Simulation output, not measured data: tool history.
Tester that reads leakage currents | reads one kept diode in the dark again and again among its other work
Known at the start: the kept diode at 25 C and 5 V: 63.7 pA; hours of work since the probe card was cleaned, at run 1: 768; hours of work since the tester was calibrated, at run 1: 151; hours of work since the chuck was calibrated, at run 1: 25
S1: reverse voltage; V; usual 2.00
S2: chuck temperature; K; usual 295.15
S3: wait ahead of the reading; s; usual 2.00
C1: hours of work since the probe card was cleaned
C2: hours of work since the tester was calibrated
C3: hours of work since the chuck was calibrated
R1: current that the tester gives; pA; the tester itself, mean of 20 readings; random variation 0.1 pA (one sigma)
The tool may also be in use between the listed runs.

{"run": 1, "hour": 0.0, "S1": 2.0, "S2": 295.15, "S3": 2.0, "C1": 768, "C2": 151, "C3": 25, "R1": 30.98}
{"run": 2, "hour": 31.6, "S1": 2.0, "S2": 295.15, "S3": 2.0, "C1": 790, "C2": 173, "C3": 47, "R1": 31.04}
{"run": 3, "hour": 54.8, "S1": 2.0, "S2": 295.15, "S3": 2.0, "C1": 807, "C2": 189, "C3": 64, "R1": 31.1}
{"run": 4, "hour": 76.0, "S1": 2.0, "S2": 295.15, "S3": 2.0, "C1": 822, "C2": 204, "C3": 79, "R1": 31.14}
{"run": 5, "hour": 118.7, "S1": 2.0, "S2": 295.15, "S3": 2.0, "C1": 851, "C2": 234, "C3": 108, "R1": 31.39}
{"run": 6, "hour": 148.1, "S1": 2.0, "S2": 295.15, "S3": 2.0, "C1": 872, "C2": 255, "C3": 129, "R1": 31.52}
{"run": 7, "hour": 185.9, "S1": 2.0, "S2": 295.15, "S3": 2.0, "C1": 899, "C2": 281, "C3": 156, "R1": 31.4}
{"run": 8, "hour": 223.3, "S1": 2.0, "S2": 295.15, "S3": 2.0, "C1": 925, "C2": 307, "C3": 182, "R1": 31.65}
{"run": 9, "hour": 258.6, "S1": 2.0, "S2": 295.15, "S3": 2.0, "C1": 949, "C2": 332, "C3": 206, "R1": 31.75}
{"run": 10, "hour": 277.8, "S1": 2.0, "S2": 295.15, "S3": 2.0, "C1": 963, "C2": 345, "C3": 220, "R1": 31.74}
{"run": 11, "hour": 309.6, "S1": 2.0, "S2": 295.15, "S3": 2.0, "C1": 985, "C2": 368, "C3": 242, "R1": 31.85}
{"run": 12, "hour": 335.2, "S1": 2.0, "S2": 295.15, "S3": 0.77, "C1": 1003, "C2": 386, "C3": 260, "R1": 32.28}
{"run": 13, "hour": 375.8, "S1": 2.0, "S2": 295.15, "S3": 2.0, "C1": 1032, "C2": 414, "C3": 289, "R1": 32.18}
{"run": 14, "hour": 406.5, "S1": 7.37, "S2": 295.15, "S3": 2.0, "C1": 1053, "C2": 436, "C3": 310, "R1": 68.13}
{"run": 15, "hour": 430.3, "S1": 7.37, "S2": 295.15, "S3": 2.0, "C1": 1070, "C2": 452, "C3": 327, "R1": 68.88}
{"run": 16, "hour": 467.6, "S1": 2.0, "S2": 295.15, "S3": 3.2, "C1": 1096, "C2": 478, "C3": 353, "R1": 32.34}
{"run": 17, "hour": 498.0, "S1": 2.0, "S2": 295.15, "S3": 3.2, "C1": 1117, "C2": 500, "C3": 374, "R1": 32.49}
{"run": 18, "hour": 526.1, "S1": 2.0, "S2": 295.15, "S3": 0.51, "C1": 1137, "C2": 519, "C3": 394, "R1": 32.94}
{"run": 19, "hour": 557.0, "S1": 2.0, "S2": 295.15, "S3": 0.51, "C1": 1158, "C2": 541, "C3": 415, "R1": 33.18}
{"run": 20, "hour": 602.4, "S1": 2.0, "S2": 295.15, "S3": 2.0, "C1": 1190, "C2": 573, "C3": 447, "R1": 32.74}
{"run": 21, "hour": 634.6, "S1": 4.63, "S2": 299.15, "S3": 5.57, "C1": 1213, "C2": 595, "C3": 470, "R1": 75.15}
{"run": 22, "hour": 656.9, "S1": 4.12, "S2": 295.15, "S3": 1.75, "C1": 1228, "C2": 611, "C3": 485, "R1": 50.02}
{"run": 23, "hour": 700.5, "S1": 4.12, "S2": 295.15, "S3": 3.34, "C1": 1259, "C2": 641, "C3": 516, "R1": 49.92}
{"run": 24, "hour": 736.0, "S1": 6.27, "S2": 330.15, "S3": 2.0, "C1": 1284, "C2": 666, "C3": 541, "R1": 1156.52}
{"run": 25, "hour": 770.2, "S1": 6.27, "S2": 330.15, "S3": 2.0, "C1": 1308, "C2": 690, "C3": 565, "R1": 1155.89}
{"run": 26, "hour": 800.3, "S1": 6.27, "S2": 330.15, "S3": 2.0, "C1": 1329, "C2": 711, "C3": 586, "R1": 1157.36}
{"run": 27, "hour": 820.5, "S1": 6.27, "S2": 330.15, "S3": 0.49, "C1": 1343, "C2": 726, "C3": 600, "R1": 1163.14}
{"run": 28, "hour": 847.4, "S1": 1.62, "S2": 310.15, "S3": 6.89, "C1": 1362, "C2": 744, "C3": 619, "R1": 110.76}
{"run": 29, "hour": 887.6, "S1": 11.12, "S2": 313.15, "S3": 4.35, "C1": 1390, "C2": 772, "C3": 647, "R1": 410.05}
{"run": 30, "hour": 931.6, "S1": 11.12, "S2": 313.15, "S3": 4.35, "C1": 1421, "C2": 803, "C3": 678, "R1": 410.84}
{"run": 31, "hour": 973.9, "S1": 7.74, "S2": 295.15, "S3": 2.0, "C1": 1450, "C2": 833, "C3": 707, "R1": 75.51}
{"run": 32, "hour": 1006.0, "S1": 1.26, "S2": 298.15, "S3": 4.31, "C1": 1473, "C2": 855, "C3": 730, "R1": 34.12}
{"run": 33, "hour": 1049.0, "S1": 1.19, "S2": 301.15, "S3": 1.05, "C1": 1503, "C2": 886, "C3": 760, "R1": 43.32}
{"run": 34, "hour": 1093.6, "S1": 11.97, "S2": 301.15, "S3": 0.71, "C1": 1534, "C2": 917, "C3": 791, "R1": 163.52}
{"run": 35, "hour": 1135.0, "S1": 11.97, "S2": 301.15, "S3": 0.71, "C1": 1563, "C2": 946, "C3": 820, "R1": 163.72}
{"run": 36, "hour": 1153.6, "S1": 11.97, "S2": 293.15, "S3": 0.71, "C1": 1576, "C2": 959, "C3": 833, "R1": 89.12}
{"run": 37, "hour": 1198.3, "S1": 2.0, "S2": 295.15, "S3": 8.36, "C1": 1608, "C2": 990, "C3": 865, "R1": 34.72}
{"run": 38, "hour": 1241.9, "S1": 10.13, "S2": 326.15, "S3": 4.61, "C1": 1638, "C2": 1021, "C3": 895, "R1": 1123.49}
{"run": 39, "hour": 1269.4, "S1": 1.67, "S2": 326.15, "S3": 0.58, "C1": 1657, "C2": 1040, "C3": 914, "R1": 429.46}

Forecast each of these 4 alternatives for the next run:
{"run": "A", "hour": 1288.3, "S1": 14.43, "S2": 295.15, "S3": 1.1, "C1": 1671, "C2": 1053, "C3": 928, "R1": "?"}
{"run": "B", "hour": 1288.3, "S1": 6.33, "S2": 326.15, "S3": 1.41, "C1": 1671, "C2": 1053, "C3": 928, "R1": "?"}
{"run": "C", "hour": 1288.3, "S1": 2.0, "S2": 295.15, "S3": 8.57, "C1": 1671, "C2": 1053, "C3": 928, "R1": "?"}
{"run": "D", "hour": 1288.3, "S1": 2.0, "S2": 307.15, "S3": 6.5, "C1": 1671, "C2": 1053, "C3": 928, "R1": "?"}

run=A R1=116.51
run=B R1=875.30
run=C R1=35.00
run=D R1=99.17
Without the tool's hidden state the same runs would have given:
run=A R1=85.92
run=B R1=817.43
run=C R1=29.45
run=D R1=89.79

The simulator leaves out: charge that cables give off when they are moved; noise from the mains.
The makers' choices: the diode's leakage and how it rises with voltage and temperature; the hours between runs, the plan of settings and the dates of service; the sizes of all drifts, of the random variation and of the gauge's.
